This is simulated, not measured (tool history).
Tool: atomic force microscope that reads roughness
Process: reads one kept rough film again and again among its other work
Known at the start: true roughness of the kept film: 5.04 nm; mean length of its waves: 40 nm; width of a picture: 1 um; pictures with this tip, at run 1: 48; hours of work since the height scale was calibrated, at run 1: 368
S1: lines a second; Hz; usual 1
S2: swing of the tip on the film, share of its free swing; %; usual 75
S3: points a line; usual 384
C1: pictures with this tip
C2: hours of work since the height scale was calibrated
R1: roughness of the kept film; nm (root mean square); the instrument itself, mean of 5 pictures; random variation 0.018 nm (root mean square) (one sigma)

run    hour    S1  S2   S3  C1    C2     R1
  1       0     1  75  384  48   368    3.9
       17.1  -- new tip fitted
  2      42     1  75  384  36   396  3.963
       65.7  -- new tip fitted
  3    75.3     1  75  384  14   418  4.262
  4   100.3     1  75  384  50   435  3.833
      114.8  -- new tip fitted
  5   142.2     1  75  384  40   463  3.938
      162.6  -- new tip fitted
  6   185.8     1  75  384  33   492  3.989
      212.9  -- new tip fitted
  7   214.6     1  75  384   3   512  4.374
  8   240.4     1  75  283  40   529  3.894
      261.5  -- new tip fitted
  9   281.9     1  75  384  30   557  4.044
      309.9  -- new tip fitted
 10     311     1  75  384   2   576   4.42
 11   354.9     1  75  384  66   606  3.672
      357.7  -- new tip fitted
 12   402.7     1  75  384  65   638  3.697
      407.3  -- new tip fitted
 13   449.6     1  75  384  62   669  3.737
      453.4  -- new tip fitted
 14   493.2     1  75  384  58   698   3.78
      501.5  -- new tip fitted
 15   539.2     1  75  384  55   729  3.818
        549  -- new tip fitted
 16   579.4     1  75  384  44   756  3.861
      595.9  -- new tip fitted
 17   621.6     1  75  384  38   784  3.931
      642.5  -- new tip fitted
 18   669.7  0.98  75  384  39   816  4.013
      690.9  -- new tip fitted
 19   704.6  0.98  75  384  20   839  4.153
 20   733.9  0.98  75  384  63   859  3.776
      739.3  -- new tip fitted
 21   765.9  1.45  75  384  39   881  3.908
      786.8  -- new tip fitted
 22     787  1.45  75  384   0   895  4.329
 23   815.8  1.45  75  384  42   914  3.818
      834.6  -- new tip fitted
 24   866.7  3.92  75  384  46   948  3.382
      884.3  -- new tip fitted
 25   914.6  3.92  75  384  44   980  3.393
      932.2  -- new tip fitted
 26   950.6  0.59  87  720  27  1004  4.108
 27   976.3     1  75  587  65  1022  3.706
      980.3  -- new tip fitted
 28  1023.4  2.02  75  384  62  1053  3.565
     1027.2  -- new tip fitted
 29  1062.9  2.02  67  384  52  1079  3.808
     1073.8  -- new tip fitted
 30  1102.7  2.02  67  765  43  1106  3.835
     1121.2  -- new tip fitted
 31  1125.7  2.02  64  329   6  1121  4.301
 32    1150     1  68  384  42  1138  3.969
     1171.7  -- new tip fitted
 33  1179.5     1  68  384  11  1157  4.315
 34  1216.6     1  59  303  65  1182  3.822
     1219.4  -- new tip fitted
 35  1240.3  0.51  59  303  31  1198  4.142
     1265.7  -- new tip fitted
 36  1291.7  1.05  65  997  38  1232  4.034
     1315.1  -- new tip fitted
 37  1319.9     1  77  384   7  1251  4.294
       1363  -- new tip fitted
 38  1364.2  0.79  63  906   2  1281  4.525
     1410.5  -- new tip fitted
 39  1410.5  2.93  73  309   0  1312  4.024

The next listed run, before its measurement:
 40  1433.7  1.59  79  309  34  1327   ?

R1: 3.737 nm (root mean square)
Without the tool's hidden state the same run would have given R1 4.26 nm (root mean square).

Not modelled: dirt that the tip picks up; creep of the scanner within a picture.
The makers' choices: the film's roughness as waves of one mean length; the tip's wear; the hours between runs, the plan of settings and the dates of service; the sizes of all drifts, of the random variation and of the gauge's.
